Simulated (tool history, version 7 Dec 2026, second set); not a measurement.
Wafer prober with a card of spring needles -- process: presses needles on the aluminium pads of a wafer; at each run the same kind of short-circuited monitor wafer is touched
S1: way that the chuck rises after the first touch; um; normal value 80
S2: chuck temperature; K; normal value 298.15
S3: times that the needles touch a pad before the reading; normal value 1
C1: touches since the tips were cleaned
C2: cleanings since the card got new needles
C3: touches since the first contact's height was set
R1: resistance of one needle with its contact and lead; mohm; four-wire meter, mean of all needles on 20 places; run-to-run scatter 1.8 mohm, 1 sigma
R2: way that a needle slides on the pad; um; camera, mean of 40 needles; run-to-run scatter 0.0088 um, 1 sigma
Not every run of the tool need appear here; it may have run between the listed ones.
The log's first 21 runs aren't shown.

run   hour  S1      S2  S3    C1  C2     C3   R1      R2
 22  167.8  93  319.15   1  2687  17  35030  181  16.026
     177.1  -- tips cleaned on abrasive film
 23  178.4  93  319.15   1   604  18  39702  185  16.035
 24  187.6  69  329.15   1  4677  18  43775  193  11.919
     192.9  -- tips cleaned on abrasive film
 25  196.5  69  329.15   1  1597  19  47655  188  11.909
 26  206.7  96  352.15   1  6143  19  52201  190  16.609
     208.6  -- tips cleaned on abrasive film
 27  213.7  96  352.15   1  2285  20  55243  190  16.604
 28  221.0  89  311.15   2  5507  20  58465  186  15.385
     223.9  -- tips cleaned on abrasive film
 29  227.7  89  311.15   2  1705  21  61399  181  15.407

What does the tool deliver on the next run?
 30  235.3  89  320.15   1  5059  21  64753   ?   ?

For run 30 the tool returned R1 186 mohm, R2 15.416 um.
Take away the tool's hidden state, keep the run-to-run variation as it was, and the same run would have given R1 186 mohm, R2 15.281 um.
